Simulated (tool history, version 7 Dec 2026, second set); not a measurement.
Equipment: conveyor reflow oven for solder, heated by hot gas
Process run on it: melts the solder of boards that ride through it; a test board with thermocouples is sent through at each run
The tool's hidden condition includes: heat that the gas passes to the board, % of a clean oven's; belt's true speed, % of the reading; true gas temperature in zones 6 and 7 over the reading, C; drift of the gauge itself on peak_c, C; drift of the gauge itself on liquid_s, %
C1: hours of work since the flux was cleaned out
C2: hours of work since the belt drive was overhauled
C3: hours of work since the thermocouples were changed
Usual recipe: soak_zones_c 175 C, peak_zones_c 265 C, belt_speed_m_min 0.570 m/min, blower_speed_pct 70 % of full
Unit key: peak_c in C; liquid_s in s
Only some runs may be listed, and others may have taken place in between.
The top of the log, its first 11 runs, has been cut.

{"run": 12, "day": 14.188, "soak_zones_c": 175, "peak_zones_c": 265, "belt_speed_m_min": 0.57, "blower_speed_pct": 70, "C1": 43, "C2": 32, "C3": 403, "peak_c": 249.3, "liquid_s": 64.2}
{"run": 13, "day": 15.562, "soak_zones_c": 175, "peak_zones_c": 265, "belt_speed_m_min": 0.57, "blower_speed_pct": 70, "C1": 66, "C2": 55, "C3": 426, "peak_c": 249.6, "liquid_s": 64.0}
{"run": 14, "day": 16.367, "soak_zones_c": 175, "peak_zones_c": 265, "belt_speed_m_min": 0.57, "blower_speed_pct": 70, "C1": 80, "C2": 68, "C3": 439, "peak_c": 249.1, "liquid_s": 63.7}
{"run": 15, "day": 17.325, "soak_zones_c": 175, "peak_zones_c": 265, "belt_speed_m_min": 0.494, "blower_speed_pct": 70, "C1": 96, "C2": 84, "C3": 455, "peak_c": 252.7, "liquid_s": 78.7}
{"run": 16, "day": 18.617, "soak_zones_c": 175, "peak_zones_c": 261, "belt_speed_m_min": 0.57, "blower_speed_pct": 70, "C1": 118, "C2": 106, "C3": 477, "peak_c": 245.4, "liquid_s": 60.0}
{"run": 17, "day": 19.642, "soak_zones_c": 187, "peak_zones_c": 270, "belt_speed_m_min": 0.498, "blower_speed_pct": 57, "C1": 135, "C2": 123, "C3": 494, "peak_c": 256.6, "liquid_s": 87.8}
{"day": 20.442, "done": "belt drive overhauled, speed set with a stopwatch, once more"}
{"run": 18, "day": 21.046, "soak_zones_c": 187, "peak_zones_c": 270, "belt_speed_m_min": 0.498, "blower_speed_pct": 57, "C1": 155, "C2": 10, "C3": 515, "peak_c": 254.5, "liquid_s": 80.0}
{"run": 19, "day": 22.388, "soak_zones_c": 175, "peak_zones_c": 265, "belt_speed_m_min": 0.57, "blower_speed_pct": 66, "C1": 178, "C2": 33, "C3": 537, "peak_c": 245.4, "liquid_s": 55.6}
{"run": 20, "day": 23.704, "soak_zones_c": 175, "peak_zones_c": 265, "belt_speed_m_min": 0.57, "blower_speed_pct": 66, "C1": 200, "C2": 55, "C3": 559, "peak_c": 245.5, "liquid_s": 55.9}
{"run": 21, "day": 25.458, "soak_zones_c": 171, "peak_zones_c": 265, "belt_speed_m_min": 0.527, "blower_speed_pct": 66, "C1": 229, "C2": 84, "C3": 589, "peak_c": 247.9, "liquid_s": 60.5}
{"run": 22, "day": 27.162, "soak_zones_c": 171, "peak_zones_c": 265, "belt_speed_m_min": 0.47, "blower_speed_pct": 61, "C1": 258, "C2": 112, "C3": 617, "peak_c": 249.6, "liquid_s": 72.9}
{"run": 23, "day": 28.296, "soak_zones_c": 171, "peak_zones_c": 265, "belt_speed_m_min": 0.47, "blower_speed_pct": 61, "C1": 277, "C2": 131, "C3": 636, "peak_c": 249.1, "liquid_s": 72.4}
{"run": 24, "day": 29.05, "soak_zones_c": 171, "peak_zones_c": 265, "belt_speed_m_min": 0.47, "blower_speed_pct": 61, "C1": 289, "C2": 144, "C3": 649, "peak_c": 249.4, "liquid_s": 72.0}
{"run": 25, "day": 30.258, "soak_zones_c": 174, "peak_zones_c": 265, "belt_speed_m_min": 0.47, "blower_speed_pct": 83, "C1": 309, "C2": 164, "C3": 669, "peak_c": 253.3, "liquid_s": 79.4}
{"run": 26, "day": 31.017, "soak_zones_c": 174, "peak_zones_c": 265, "belt_speed_m_min": 0.47, "blower_speed_pct": 83, "C1": 322, "C2": 177, "C3": 682, "peak_c": 253.3, "liquid_s": 78.4}
{"day": 32.275, "done": "thermocouples of zones 6 and 7 changed"}
{"run": 27, "day": 32.275, "soak_zones_c": 184, "peak_zones_c": 265, "belt_speed_m_min": 0.57, "blower_speed_pct": 59, "C1": 342, "C2": 197, "C3": 0, "peak_c": 243.7, "liquid_s": 58.7}
{"run": 28, "day": 33.317, "soak_zones_c": 184, "peak_zones_c": 265, "belt_speed_m_min": 0.57, "blower_speed_pct": 59, "C1": 359, "C2": 214, "C3": 17, "peak_c": 244.7, "liquid_s": 58.3}
{"run": 29, "day": 34.196, "soak_zones_c": 175, "peak_zones_c": 267, "belt_speed_m_min": 0.549, "blower_speed_pct": 70, "C1": 374, "C2": 229, "C3": 32, "peak_c": 247.5, "liquid_s": 60.7}
{"run": 30, "day": 35.021, "soak_zones_c": 175, "peak_zones_c": 267, "belt_speed_m_min": 0.549, "blower_speed_pct": 70, "C1": 388, "C2": 242, "C3": 46, "peak_c": 247.1, "liquid_s": 60.3}
{"run": 31, "day": 36.588, "soak_zones_c": 185, "peak_zones_c": 275, "belt_speed_m_min": 0.549, "blower_speed_pct": 70, "C1": 414, "C2": 269, "C3": 72, "peak_c": 256.0, "liquid_s": 72.2}
{"run": 32, "day": 37.462, "soak_zones_c": 170, "peak_zones_c": 265, "belt_speed_m_min": 0.57, "blower_speed_pct": 72, "C1": 429, "C2": 283, "C3": 87, "peak_c": 243.5, "liquid_s": 52.3}

Each row is a separate what-if for the run after 32, all from the same tool condition, not one after another. Results?
{"run": "A", "day": 39.242, "soak_zones_c": 168, "peak_zones_c": 277, "belt_speed_m_min": 0.57, "blower_speed_pct": 70, "C1": 458, "C2": 313, "C3": 116, "peak_c": "?", "liquid_s": "?"}
{"run": "B", "day": 39.242, "soak_zones_c": 177, "peak_zones_c": 265, "belt_speed_m_min": 0.657, "blower_speed_pct": 70, "C1": 458, "C2": 313, "C3": 116, "peak_c": "?", "liquid_s": "?"}
{"run": "C", "day": 39.242, "soak_zones_c": 170, "peak_zones_c": 279, "belt_speed_m_min": 0.607, "blower_speed_pct": 52, "C1": 458, "C2": 313, "C3": 116, "peak_c": "?", "liquid_s": "?"}

run=A peak_c=252.2 liquid_s=59.9
run=B peak_c=238.8 liquid_s=40.8
run=C peak_c=245.7 liquid_s=48.7
Without the tool's unlogged condition, the same runs would have read:
run=A peak_c=256.4 liquid_s=63.7
run=B peak_c=243.1 liquid_s=46.3
run=C peak_c=249.6 liquid_s=52.8
